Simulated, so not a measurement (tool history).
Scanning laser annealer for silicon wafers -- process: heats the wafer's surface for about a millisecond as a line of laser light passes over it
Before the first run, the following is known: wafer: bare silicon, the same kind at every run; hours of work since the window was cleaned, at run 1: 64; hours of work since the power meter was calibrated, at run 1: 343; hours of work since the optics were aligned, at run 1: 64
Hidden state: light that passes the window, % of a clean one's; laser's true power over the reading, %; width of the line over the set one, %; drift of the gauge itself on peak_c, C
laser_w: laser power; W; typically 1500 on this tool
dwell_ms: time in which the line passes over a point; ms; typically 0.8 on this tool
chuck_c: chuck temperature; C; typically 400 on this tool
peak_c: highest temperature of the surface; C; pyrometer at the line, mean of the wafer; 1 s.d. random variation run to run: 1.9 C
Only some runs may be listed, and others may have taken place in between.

run   hour  laser_w  dwell_ms  chuck_c  hours of work since the window was cleaned  hours of work since the power meter was calibrated  hours of work since the optics were aligned  peak_c
  1      0     1500       0.8      400                                          64                                                 343                                           64    1117
  2   48.2     1500       0.8      400                                          89                                                 368                                           89    1110
  3   86.8     1550       0.8      400                                         110                                                 389                                          110    1133
  4  108.8     1500       0.8      400                                         122                                                 401                                          122    1108
  5  142.5     1500       0.8      400                                         140                                                 419                                          140    1107
  6  168.2     1578       0.8      400                                         154                                                 432                                          154    1140
  7    191     1618       0.8      400                                         166                                                 445                                          166    1161
  8  213.2     1500       0.8      401                                         178                                                 456                                          178    1108
  9  234.9     1500     0.984      433                                         189                                                 468                                          189    1216
 10  266.1     1500     0.984      433                                         206                                                 485                                          206    1219
 11  309.3     1500     0.984      433                                         229                                                 508                                          229    1216
 12  344.9     1351     0.798      384                                         248                                                 527                                          248    1019
 13  392.2     1489     0.937      400                                         273                                                 552                                          273    1153
 14  426.9     1466     0.643      400                                         292                                                 571                                          292    1009
 15  448.1     1563     0.679      409                                         303                                                 582                                          303    1074
 16  486.9     1552     0.814      402                                         324                                                 603                                          324    1124

Each run again, without the hidden state but with its own random variation kept:
run  peak_c
  1    1126
  2    1121
  3    1145
  4    1121
  5    1122
  6    1156
  7    1178
  8    1125
  9    1236
 10    1240
 11    1239
 12    1039
 13    1179
 14    1031
 15    1099
 16    1153
